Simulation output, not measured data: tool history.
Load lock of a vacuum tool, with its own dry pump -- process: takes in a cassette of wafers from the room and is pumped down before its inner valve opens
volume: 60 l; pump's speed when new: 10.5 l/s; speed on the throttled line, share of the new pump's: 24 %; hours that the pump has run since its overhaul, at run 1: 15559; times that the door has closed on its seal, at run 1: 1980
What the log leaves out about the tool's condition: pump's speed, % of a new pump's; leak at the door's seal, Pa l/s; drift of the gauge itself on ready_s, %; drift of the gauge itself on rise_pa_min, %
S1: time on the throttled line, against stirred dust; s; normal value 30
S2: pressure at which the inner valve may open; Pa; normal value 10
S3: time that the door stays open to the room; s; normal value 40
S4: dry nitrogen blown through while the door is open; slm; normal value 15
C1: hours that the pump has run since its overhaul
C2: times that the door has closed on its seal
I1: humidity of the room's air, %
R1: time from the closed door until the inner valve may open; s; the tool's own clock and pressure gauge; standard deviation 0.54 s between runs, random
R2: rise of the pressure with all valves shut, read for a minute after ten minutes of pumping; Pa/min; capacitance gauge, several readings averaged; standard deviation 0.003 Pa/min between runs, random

Run 1, day 0: usual settings; C1 15559; C2 1980; I1 43.1. Result: R1 78.9 s, R2 0.033 Pa/min.
Run 2, day 17.621: usual settings; C1 15982; C2 3858; I1 46.7. Result: R1 79 s, R2 0.052 Pa/min.
Run 3, day 33.946: usual settings; C1 16374; C2 5599; I1 46. Result: R1 78.1 s, R2 0.056 Pa/min.
Run 4, day 51.783: usual settings; C1 16802; C2 7500; I1 44.2. Result: R1 79.2 s, R2 0.068 Pa/min.
Run 5, day 59.6: usual settings; C1 16990; C2 8334; I1 44.3. Result: R1 79.4 s, R2 0.074 Pa/min.
Run 6, day 68.75: usual settings but S2 14 Pa; C1 17209; C2 9309; I1 49.3. Result: R1 77.8 s, R2 0.078 Pa/min.
Run 7, day 85.671: usual settings but S2 14 Pa; C1 17616; C2 11113; I1 45.5. Result: R1 77.4 s, R2 0.099 Pa/min.
Run 8, day 101.588: usual settings but S2 14 Pa; C1 17998; C2 12810; I1 42.1. Result: R1 77.5 s, R2 0.118 Pa/min.
Run 9, day 117.471: usual settings but S1 28 s, S2 9 Pa; C1 18379; C2 14503; I1 44.3. Result: R1 78.8 s, R2 0.14 Pa/min.
Run 10, day 133.162: usual settings but S1 19 s, S4 4 slm; C1 18755; C2 16177; I1 44.8. Result: R1 72.3 s, R2 0.179 Pa/min.
Run 11, day 147.112: usual settings but S1 49 s, S3 129 s, S4 40 slm; C1 19090; C2 17664; I1 43.8. Result: R1 94.7 s, R2 0.18 Pa/min.
Run 12, day 156.146: usual settings but S1 49 s, S3 129 s, S4 40 slm; C1 19307; C2 18627; I1 46.7. Result: R1 93.5 s, R2 0.184 Pa/min.
Run 13, day 168.042: usual settings but S2 19 Pa, S3 28 s; C1 19592; C2 19895; I1 46. Result: R1 76 s, R2 0.202 Pa/min.
Run 14, day 175.825: usual settings but S2 19 Pa, S3 28 s; C1 19779; C2 20725; I1 44.9. Result: R1 75.7 s, R2 0.211 Pa/min.
Run 15, day 184.754: usual settings but S2 9 Pa, S3 182 s; C1 19993; C2 21677; I1 45.5. Result: R1 80.8 s, R2 0.261 Pa/min.

The same runs without the tool's hidden state, with the same run-to-run variation:
run    R1     R2
  1  75.4  0.024
  2  75.5  0.033
  3  74.5  0.027
  4  75.5  0.025
  5  75.6  0.026
  6  74.2  0.022
  7  73.7  0.026
  8  73.7  0.026
  9  74.6  0.029
 10    68   0.05
 11  90.9  0.026
 12  89.7  0.021
 13    72  0.024
 14  71.7  0.022
 15  76.3  0.054
